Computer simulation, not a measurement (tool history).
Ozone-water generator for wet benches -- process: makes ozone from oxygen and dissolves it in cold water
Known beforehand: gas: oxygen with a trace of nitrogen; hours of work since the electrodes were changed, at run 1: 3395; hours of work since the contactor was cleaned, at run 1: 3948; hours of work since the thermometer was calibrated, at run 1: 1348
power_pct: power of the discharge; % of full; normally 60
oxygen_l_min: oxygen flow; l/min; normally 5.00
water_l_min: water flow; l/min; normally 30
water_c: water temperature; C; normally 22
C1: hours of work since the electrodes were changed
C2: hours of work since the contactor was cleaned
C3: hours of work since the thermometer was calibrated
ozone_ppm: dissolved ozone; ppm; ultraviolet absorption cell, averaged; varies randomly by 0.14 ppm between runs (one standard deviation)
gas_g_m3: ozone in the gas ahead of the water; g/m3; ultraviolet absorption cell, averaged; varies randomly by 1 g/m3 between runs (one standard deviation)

run 1 hour=0.0 | power_pct=60 oxygen_l_min=5.00 water_l_min=30 water_c=22 | C1=3395 C2=3948 C3=1348 | ozone_ppm=13.8 gas_g_m3=158.1
run 2 hour=94.7 | power_pct=60 oxygen_l_min=5.00 water_l_min=30 water_c=22 | C1=3484 C2=4037 C3=1437 | ozone_ppm=13.7 gas_g_m3=157.7
run 3 hour=154.4 | power_pct=60 oxygen_l_min=5.00 water_l_min=30 water_c=22 | C1=3540 C2=4093 C3=1493 | ozone_ppm=13.7 gas_g_m3=156.8
run 4 hour=239.9 | power_pct=60 oxygen_l_min=5.00 water_l_min=30 water_c=22 | C1=3621 C2=4174 C3=1574 | ozone_ppm=13.5 gas_g_m3=156.9
run 5 hour=319.0 | power_pct=60 oxygen_l_min=5.00 water_l_min=30 water_c=22 | C1=3695 C2=4248 C3=1648 | ozone_ppm=13.3 gas_g_m3=156.5
run 6 hour=407.3 | power_pct=60 oxygen_l_min=5.00 water_l_min=30 water_c=22 | C1=3778 C2=4331 C3=1732 | ozone_ppm=13.3 gas_g_m3=157.1
run 7 hour=457.8 | power_pct=60 oxygen_l_min=5.00 water_l_min=30 water_c=22 | C1=3826 C2=4379 C3=1779 | ozone_ppm=13.5 gas_g_m3=156.0
run 8 hour=559.1 | power_pct=60 oxygen_l_min=5.18 water_l_min=30 water_c=20 | C1=3921 C2=4474 C3=1875 | ozone_ppm=13.8 gas_g_m3=153.2
-- hour=568.6 contactor cleaned
run 9 hour=619.5 | power_pct=60 oxygen_l_min=5.18 water_l_min=30 water_c=20 | C1=3975 C2=48 C3=1928 | ozone_ppm=13.6 gas_g_m3=151.9
run 10 hour=691.9 | power_pct=60 oxygen_l_min=6.18 water_l_min=19 water_c=20 | C1=4043 C2=116 C3=1996 | ozone_ppm=19.4 gas_g_m3=139.8
run 11 hour=767.3 | power_pct=60 oxygen_l_min=2.61 water_l_min=19 water_c=29 | C1=4114 C2=187 C3=2067 | ozone_ppm=16.2 gas_g_m3=211.8
run 12 hour=822.5 | power_pct=60 oxygen_l_min=2.61 water_l_min=19 water_c=29 | C1=4166 C2=239 C3=2119 | ozone_ppm=16.3 gas_g_m3=211.7

Run 13 comes next. What will it give?
run 13 hour=893.6 | power_pct=40 oxygen_l_min=4.35 water_l_min=30 water_c=19 | C1=4233 C2=306 C3=2186 | ozone_ppm=? gas_g_m3=?

Run 13 measured ozone_ppm 10.9 ppm, gas_g_m3 136.5 g/m3.
Take away the tool's hidden state, keep the run-to-run variation as it was, and the same run would have given ozone_ppm 12.5 ppm, gas_g_m3 148.8 g/m3.

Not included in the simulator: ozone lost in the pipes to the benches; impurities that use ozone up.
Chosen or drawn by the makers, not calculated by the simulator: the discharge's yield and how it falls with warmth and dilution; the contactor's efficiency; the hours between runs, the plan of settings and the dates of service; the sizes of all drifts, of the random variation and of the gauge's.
